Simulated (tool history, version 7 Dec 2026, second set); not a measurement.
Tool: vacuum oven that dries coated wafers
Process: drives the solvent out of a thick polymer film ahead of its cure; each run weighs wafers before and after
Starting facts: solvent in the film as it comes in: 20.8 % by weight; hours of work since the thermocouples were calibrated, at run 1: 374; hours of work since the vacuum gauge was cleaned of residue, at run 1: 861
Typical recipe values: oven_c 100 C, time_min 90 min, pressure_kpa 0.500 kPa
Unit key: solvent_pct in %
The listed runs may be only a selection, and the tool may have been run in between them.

| run | day | oven_c | time_min | pressure_kpa | hours of work since the thermocouples were calibrated | hours of work since the vacuum gauge was cleaned of residue | solvent_pct |
|---|---|---|---|---|---|---|---|
| 1 | 0.000 | 100 | 90 | 0.500 | 374 | 861 | 3.92 |
| 2 | 2.912 | 100 | 90 | 0.500 | 404 | 890 | 3.92 |
| 3 | 5.417 | 100 | 90 | 0.500 | 429 | 916 | 3.97 |
| 4 | 8.750 | 100 | 90 | 0.500 | 463 | 950 | 3.95 |
| 5 | 12.317 | 100 | 105 | 0.500 | 500 | 986 | 3.34 |
| 6 | 16.096 | 100 | 105 | 0.500 | 538 | 1025 | 3.39 |
|  | 17.704 | vacuum gauge cleaned of residue and calibrated |
| 7 | 18.567 | 100 | 105 | 0.500 | 563 | 9 | 3.82 |
| 8 | 22.367 | 100 | 90 | 0.500 | 602 | 48 | 4.48 |
| 9 | 24.617 | 100 | 90 | 0.500 | 625 | 71 | 4.50 |
| 10 | 28.704 | 100 | 99 | 1.209 | 666 | 112 | 5.23 |
| 11 | 32.412 | 90 | 73 | 0.338 | 704 | 150 | 8.02 |
|  | 33.929 | vacuum gauge cleaned of residue and calibrated, once more |
| 12 | 36.829 | 96 | 56 | 0.338 | 749 | 30 | 6.46 |
| 13 | 39.392 | 100 | 109 | 1.585 | 775 | 56 | 4.27 |
| 14 | 41.858 | 87 | 109 | 0.473 | 800 | 81 | 5.24 |

Predict the results of run 15:
| 15 | 45.929 | 87 | 109 | 0.473 | 841 | 123 | ? |

solvent_pct: 5.26 %
With no hidden state in the tool, this same run would have given solvent_pct 5.45 %.

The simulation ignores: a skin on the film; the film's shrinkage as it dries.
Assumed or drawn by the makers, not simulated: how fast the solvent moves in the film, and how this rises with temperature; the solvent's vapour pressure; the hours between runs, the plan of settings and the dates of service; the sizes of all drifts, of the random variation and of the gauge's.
